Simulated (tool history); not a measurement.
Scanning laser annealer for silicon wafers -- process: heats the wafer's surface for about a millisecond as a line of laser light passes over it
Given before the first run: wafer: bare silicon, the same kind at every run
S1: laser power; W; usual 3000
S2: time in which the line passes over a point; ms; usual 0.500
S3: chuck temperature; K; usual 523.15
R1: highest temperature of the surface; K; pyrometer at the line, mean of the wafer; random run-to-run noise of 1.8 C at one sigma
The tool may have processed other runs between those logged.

| run | day | S1 | S2 | S3 | R1 |
|---|---|---|---|---|---|
| 1 | 0.000 | 3000 | 0.500 | 523.15 | 1322.15 |
| 2 | 1.904 | 3000 | 0.500 | 502.15 | 1298.15 |
| 3 | 5.117 | 3000 | 0.408 | 502.15 | 1211.15 |
| 4 | 6.446 | 3000 | 0.408 | 502.15 | 1209.15 |
| 5 | 7.875 | 3000 | 0.408 | 502.15 | 1208.15 |
| 6 | 9.412 | 3000 | 0.408 | 502.15 | 1208.15 |
| 7 | 11.533 | 3000 | 0.408 | 502.15 | 1203.15 |
| 8 | 14.525 | 3000 | 0.408 | 502.15 | 1207.15 |
|  | 14.762 | window over the wafer cleaned |
| 9 | 17.025 | 3000 | 0.408 | 502.15 | 1200.15 |
| 10 | 19.725 | 3000 | 0.408 | 502.15 | 1197.15 |
| 11 | 22.871 | 3000 | 0.408 | 502.15 | 1194.15 |
| 12 | 25.342 | 3000 | 0.500 | 494.15 | 1271.15 |
| 13 | 27.250 | 3000 | 0.500 | 494.15 | 1269.15 |
|  | 28.871 | window over the wafer cleaned, once more |
| 14 | 30.058 | 3000 | 0.500 | 494.15 | 1293.15 |
| 15 | 31.458 | 2862 | 0.619 | 536.15 | 1395.15 |
| 16 | 34.354 | 2862 | 0.490 | 514.15 | 1266.15 |
| 17 | 36.850 | 2862 | 0.490 | 514.15 | 1266.15 |
| 18 | 39.375 | 3021 | 0.354 | 519.15 | 1178.15 |
| 19 | 41.679 | 3021 | 0.354 | 519.15 | 1172.15 |
| 20 | 44.342 | 3021 | 0.446 | 488.15 | 1229.15 |
| 21 | 45.688 | 3021 | 0.446 | 488.15 | 1233.15 |
| 22 | 47.288 | 3021 | 0.371 | 498.15 | 1164.15 |
|  | 48.571 | optics aligned, line set to its width |
| 23 | 49.488 | 3000 | 0.539 | 493.15 | 1328.15 |
| 24 | 52.492 | 3017 | 0.427 | 550.15 | 1280.15 |
| 25 | 54.338 | 3012 | 0.531 | 541.15 | 1370.15 |
| 26 | 57.350 | 2934 | 0.531 | 547.15 | 1348.15 |
|  | 58.275 | window over the wafer cleaned |
| 27 | 58.775 | 3000 | 0.500 | 532.15 | 1342.15 |

Hidden state or all else? Some run-to-run changes of R1, split into what the settings, what came in and random variation would give without the hidden state, and what is left for the hidden state (with any gauge scatter that isn't in both results):
Hidden state present: light that passes the window, % of a clean one's; laser's true power over the reading, %; width of the line over the set one, %; drift of the gauge itself on peak_c, C.
Run 13 -> 14: window over the wafer cleaned, once more. R1 +24.00 K: hidden state +25.00, all else -1.00.
Run 15 -> 16: S2 0.619 -> 0.490, S3 536.15 -> 514.15. R1 -129.00 K: hidden state +1.00, all else -130.00.
Run 22 -> 23: S1 3021 -> 3000, S2 0.371 -> 0.539, S3 498.15 -> 493.15, optics aligned, line set to its width. R1 +164.00 K: hidden state +8.00, all else +156.00.
Run 26 -> 27: S1 2934 -> 3000, S2 0.531 -> 0.500, S3 547.15 -> 532.15, window over the wafer cleaned. R1 -6.00 K: hidden state +14.00, all else -20.00.

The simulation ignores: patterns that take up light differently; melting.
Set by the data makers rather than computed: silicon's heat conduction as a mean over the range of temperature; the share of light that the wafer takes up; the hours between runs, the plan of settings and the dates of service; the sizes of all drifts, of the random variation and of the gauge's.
